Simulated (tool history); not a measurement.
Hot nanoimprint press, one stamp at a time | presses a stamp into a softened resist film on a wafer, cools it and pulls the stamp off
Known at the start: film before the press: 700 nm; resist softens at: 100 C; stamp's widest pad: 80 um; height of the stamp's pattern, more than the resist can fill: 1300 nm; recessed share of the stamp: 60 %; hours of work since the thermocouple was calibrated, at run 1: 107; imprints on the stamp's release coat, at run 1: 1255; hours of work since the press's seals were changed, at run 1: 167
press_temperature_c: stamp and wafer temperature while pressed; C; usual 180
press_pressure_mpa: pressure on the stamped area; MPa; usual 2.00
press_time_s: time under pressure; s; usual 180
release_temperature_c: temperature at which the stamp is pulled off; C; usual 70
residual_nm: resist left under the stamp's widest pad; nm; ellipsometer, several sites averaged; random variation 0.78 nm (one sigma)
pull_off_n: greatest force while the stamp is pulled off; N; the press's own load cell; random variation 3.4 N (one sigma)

| run | hour | press_temperature_c | press_pressure_mpa | press_time_s | release_temperature_c | hours of work since the thermocouple was calibrated | imprints on the stamp's release coat | hours of work since the press's seals were changed | residual_nm | pull_off_n |
|---|---|---|---|---|---|---|---|---|---|---|
| 1 | 0.0 | 180 | 2.00 | 180 | 70 | 107 | 1255 | 167 | 352.4 | 184 |
| 2 | 18.0 | 180 | 2.00 | 180 | 70 | 114 | 1305 | 174 | 354.2 | 188 |
| 3 | 30.8 | 180 | 1.93 | 180 | 70 | 120 | 1341 | 180 | 358.3 | 192 |
| 4 | 46.5 | 180 | 1.93 | 180 | 70 | 126 | 1385 | 186 | 357.0 | 203 |
| 5 | 64.3 | 180 | 2.00 | 180 | 70 | 134 | 1435 | 194 | 352.1 | 187 |
| 6 | 77.2 | 180 | 2.00 | 105 | 70 | 139 | 1471 | 199 | 424.5 | 195 |
| 7 | 95.4 | 180 | 2.00 | 125 | 70 | 147 | 1522 | 207 | 400.6 | 191 |
| 8 | 112.2 | 180 | 2.00 | 125 | 70 | 154 | 1569 | 214 | 400.3 | 192 |
| 9 | 123.9 | 180 | 2.00 | 180 | 77 | 159 | 1602 | 219 | 352.8 | 164 |
| 10 | 132.0 | 180 | 2.00 | 180 | 77 | 162 | 1625 | 223 | 354.4 | 160 |
| 11 | 145.0 | 180 | 2.00 | 180 | 70 | 168 | 1661 | 228 | 354.2 | 195 |
| 12 | 163.8 | 189 | 2.00 | 180 | 70 | 176 | 1714 | 236 | 278.3 | 196 |
| 13 | 173.6 | 189 | 2.27 | 180 | 70 | 180 | 1741 | 240 | 264.2 | 202 |
| 14 | 185.7 | 189 | 2.27 | 180 | 70 | 185 | 1775 | 245 | 264.2 | 203 |
| 15 | 194.9 | 189 | 2.27 | 180 | 70 | 189 | 1801 | 249 | 264.1 | 208 |
| 16 | 212.9 | 180 | 2.00 | 200 | 70 | 197 | 1851 | 257 | 339.8 | 195 |
| 17 | 231.8 | 188 | 1.71 | 299 | 73 | 205 | 1904 | 265 | 247.0 | 188 |
| 18 | 248.3 | 188 | 1.71 | 125 | 57 | 212 | 1950 | 272 | 350.3 | 284 |
| 19 | 263.1 | 174 | 1.30 | 125 | 57 | 218 | 1992 | 278 | 517.0 | 281 |
| 20 | 273.3 | 174 | 1.30 | 125 | 57 | 222 | 2020 | 282 | 516.8 | 280 |
| 21 | 290.3 | 174 | 1.30 | 125 | 57 | 229 | 2068 | 290 | 515.1 | 278 |
| 22 | 306.5 | 191 | 1.45 | 125 | 58 | 236 | 2113 | 297 | 348.8 | 273 |
| 23 | 323.2 | 180 | 2.08 | 180 | 75 | 243 | 2160 | 304 | 347.1 | 184 |
| 24 | 336.5 | 180 | 2.74 | 180 | 69 | 249 | 2197 | 309 | 311.1 | 213 |
| 25 | 350.9 | 180 | 2.74 | 180 | 69 | 255 | 2238 | 315 | 310.9 | 219 |
| 26 | 363.9 | 180 | 2.74 | 180 | 69 | 261 | 2274 | 321 | 310.5 | 222 |
|  | 373.2 | stamp cleaned and given a new release coat |
| 27 | 387.2 | 178 | 2.00 | 120 | 70 | 268 | 39 | 328 | 426.6 | 163 |
| 28 | 401.6 | 178 | 2.15 | 120 | 70 | 274 | 80 | 334 | 414.6 | 160 |
| 29 | 410.8 | 178 | 2.15 | 120 | 70 | 278 | 106 | 338 | 414.9 | 163 |
| 30 | 428.3 | 180 | 2.00 | 212 | 70 | 285 | 155 | 345 | 331.4 | 167 |
| 31 | 445.4 | 183 | 1.74 | 339 | 71 | 293 | 203 | 353 | 267.3 | 164 |

Hidden state or all else? Some run-to-run changes of residual_nm, split into what the settings, what came in and random variation would give without the hidden state, and what is left for the hidden state (with any gauge scatter that isn't in both results):
The hidden state here: true temperature over the reading, C; pressure that arrives at the usual setting, %; grip of the stamp's worn release coat, % over a new coat's; drift of the gauge itself on residual_nm, %; drift of the gauge itself on pull_off_n, %.
Run 18 -> 19: press_temperature_c 188 -> 174, press_pressure_mpa 1.71 -> 1.30. residual_nm +166.7 nm: hidden state -0.8, all else +167.5.
Run 21 -> 22: press_temperature_c 174 -> 191, press_pressure_mpa 1.30 -> 1.45, release_temperature_c 57 -> 58. residual_nm -166.3 nm: hidden state +0.5, all else -166.8.
Run 22 -> 23: press_temperature_c 191 -> 180, press_pressure_mpa 1.45 -> 2.08, press_time_s 125 -> 180, release_temperature_c 58 -> 75. residual_nm -1.7 nm: hidden state +0.8, all else -2.5.
Run 26 -> 27: press_temperature_c 180 -> 178, press_pressure_mpa 2.74 -> 2.00, press_time_s 180 -> 120, release_temperature_c 69 -> 70, stamp cleaned and given a new release coat. residual_nm +116.1 nm: hidden state -1.1, all else +117.2.

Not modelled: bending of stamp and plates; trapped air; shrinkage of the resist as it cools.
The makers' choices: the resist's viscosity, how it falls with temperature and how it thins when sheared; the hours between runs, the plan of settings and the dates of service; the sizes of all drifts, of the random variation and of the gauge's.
